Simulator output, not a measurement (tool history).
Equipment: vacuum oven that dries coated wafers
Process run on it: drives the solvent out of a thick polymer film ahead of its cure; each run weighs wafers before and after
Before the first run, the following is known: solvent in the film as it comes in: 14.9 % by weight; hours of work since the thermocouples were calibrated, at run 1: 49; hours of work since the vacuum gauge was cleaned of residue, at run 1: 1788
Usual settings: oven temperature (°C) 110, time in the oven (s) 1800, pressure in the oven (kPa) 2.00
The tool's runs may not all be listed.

run	hour	oven temperature (°C)	time in the oven (s)	pressure in the oven (kPa)	hours of work since the thermocouples were calibrated	hours of work since the vacuum gauge was cleaned of residue	solvent left in the film (%)
1	0.0	110	1800	2.00	49	1788	4.01
2	48.0	110	1800	2.00	74	1813	4.01
3	111.8	110	1800	2.00	107	1846	3.95
4	169.8	110	1800	3.73	137	1877	4.49
5	247.2	110	1800	2.00	178	1917	3.85
6	316.1	110	1800	2.00	214	1953	3.98
7	373.8	110	1800	2.00	244	1983	4.00
8	422.4	110	1800	2.00	269	2008	3.94
9	495.8	110	1800	1.62	307	2047	3.87
10	587.2	110	1800	5.20	355	2094	4.94
11	644.4	110	1800	5.20	385	2124	4.98
12	686.7	110	1800	1.03	407	2146	3.69
13	775.0	102	1620	1.79	453	2192	6.38
14	816.9	123	1620	4.32	475	2214	2.24
# hour 855.9: vacuum gauge cleaned of residue and calibrated
15	861.1	123	1620	4.32	497	3	2.25
16	919.5	123	1620	4.32	527	33	2.27
17	981.7	115	1620	4.32	560	66	3.91
18	1071.3	97	2100	6.37	606	112	8.31
# hour 1140.2: oven's thermocouples calibrated
19	1154.7	100	1740	1.57	8	155	6.53
20	1231.6	100	1740	1.57	48	195	6.43
21	1303.6	119	1800	5.41	85	232	3.04
22	1355.0	117	1020	1.34	112	259	4.55
23	1394.5	112	1020	1.34	133	280	5.68

Below are 4 alternative next runs, each starting from the tool's condition after run 23. Predict each:
A	1471.4	112	1020	7.76	173	320	?
B	1471.4	110	1800	2.00	173	320	?
C	1471.4	110	2220	2.50	173	320	?
D	1471.4	110	1560	2.00	173	320	?

run	solvent left in the film (%)
A	7.31
B	4.01
C	3.29
D	4.58
Take away the tool's hidden state, keep each run's random variation, and the runs would have read:
run	solvent left in the film (%)
A	7.31
B	4.01
C	3.29
D	4.58
